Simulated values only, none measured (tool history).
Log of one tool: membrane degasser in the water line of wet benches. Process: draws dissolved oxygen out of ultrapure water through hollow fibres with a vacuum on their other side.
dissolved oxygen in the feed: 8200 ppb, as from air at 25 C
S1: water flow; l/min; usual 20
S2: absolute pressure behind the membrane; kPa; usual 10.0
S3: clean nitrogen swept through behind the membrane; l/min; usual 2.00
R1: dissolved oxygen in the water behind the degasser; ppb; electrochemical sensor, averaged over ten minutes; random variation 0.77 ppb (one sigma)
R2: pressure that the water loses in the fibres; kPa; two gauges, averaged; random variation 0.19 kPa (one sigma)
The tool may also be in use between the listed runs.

run      day  S1    S2    S3     R1     R2
  1    0.000  20  10.0  2.00  162.2  40.99
  2   13.158  20  10.0  2.00  161.7  41.21
  3   25.117  20  10.0  2.00  161.9  41.34
  4   32.879  20  10.0  2.00  163.6  41.41
  5   44.562  20  10.0  2.00  164.8  41.00
  6   51.838  20  10.0  0.96  314.6  41.74
  7   64.542  20  10.0  0.96  315.0  41.73
  8   76.762  22  10.0  0.96  343.1  45.73
  9   88.858  26  17.8  2.00  437.5  54.30
 10   99.725  26  17.8  2.00  438.8  54.22
 11  110.954  26  17.8  2.00  437.2  54.42
 12  118.138  12  18.4  1.82  244.8  25.07

3 ways to go on from here, each from the tool as it stands after run 12. What would each give?
  A  133.046  15   6.9  1.82   ?   ?
  B  133.046  13   9.4  2.41   ?   ?
  C  133.046  12  10.0  2.00   ?   ?

run     R1     R2
  A   80.9  31.39
  B   85.5  26.76
  C  103.9  24.99
Without the tool's hidden state the same runs would have given:
run    R1     R2
  A  74.2  29.98
  B  80.5  25.54
  C  98.3  23.86
